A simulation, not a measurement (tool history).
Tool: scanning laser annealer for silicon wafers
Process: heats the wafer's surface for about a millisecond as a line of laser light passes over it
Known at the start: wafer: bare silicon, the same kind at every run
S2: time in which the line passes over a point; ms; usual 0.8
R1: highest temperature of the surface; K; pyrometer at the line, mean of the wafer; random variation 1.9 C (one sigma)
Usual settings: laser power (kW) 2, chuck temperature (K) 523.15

run 1 hour=0 | laser_power_(kW)=2 S2=0.8 chuck_temperature_(K)=523.15 | R1=1351.15
run 2 hour=72.1 | laser_power_(kW)=2 S2=0.8 chuck_temperature_(K)=523.15 | R1=1352.15
run 3 hour=158.2 | laser_power_(kW)=2 S2=0.8 chuck_temperature_(K)=523.15 | R1=1347.15
run 4 hour=218.3 | laser_power_(kW)=2 S2=0.8 chuck_temperature_(K)=523.15 | R1=1347.15
run 5 hour=269.8 | laser_power_(kW)=2 S2=0.8 chuck_temperature_(K)=523.15 | R1=1341.15
run 6 hour=348.5 | laser_power_(kW)=1.837 S2=0.706 chuck_temperature_(K)=543.15 | R1=1232.15
run 7 hour=421.2 | laser_power_(kW)=1.837 S2=0.706 chuck_temperature_(K)=543.15 | R1=1234.15
-- hour=428 window over the wafer cleaned
run 8 hour=465.5 | laser_power_(kW)=1.837 S2=0.706 chuck_temperature_(K)=543.15 | R1=1234.15
run 9 hour=519.3 | laser_power_(kW)=1.837 S2=0.706 chuck_temperature_(K)=543.15 | R1=1227.15
-- hour=573.2 window over the wafer cleaned, once more
run 10 hour=584.3 | laser_power_(kW)=1.837 S2=0.706 chuck_temperature_(K)=543.15 | R1=1246.15

Forecast each of these 5 alternatives for the next run:
run A hour=653.8 | laser_power_(kW)=1.998 S2=0.982 chuck_temperature_(K)=523.15 | R1=?
run B hour=653.8 | laser_power_(kW)=1.803 S2=0.935 chuck_temperature_(K)=550.15 | R1=?
run C hour=653.8 | laser_power_(kW)=1.884 S2=0.8 chuck_temperature_(K)=550.15 | R1=?
run D hour=653.8 | laser_power_(kW)=1.8 S2=0.8 chuck_temperature_(K)=549.15 | R1=?
run E hour=653.8 | laser_power_(kW)=2.109 S2=0.706 chuck_temperature_(K)=518.15 | R1=?

run=A R1=1443.15
run=B R1=1346.15
run=C R1=1317.15
run=D R1=1277.15
run=E R1=1340.15
Without the tool's hidden state the same runs would have given:
run=A R1=1452.15
run=B R1=1354.15
run=C R1=1325.15
run=D R1=1285.15
run=E R1=1348.15

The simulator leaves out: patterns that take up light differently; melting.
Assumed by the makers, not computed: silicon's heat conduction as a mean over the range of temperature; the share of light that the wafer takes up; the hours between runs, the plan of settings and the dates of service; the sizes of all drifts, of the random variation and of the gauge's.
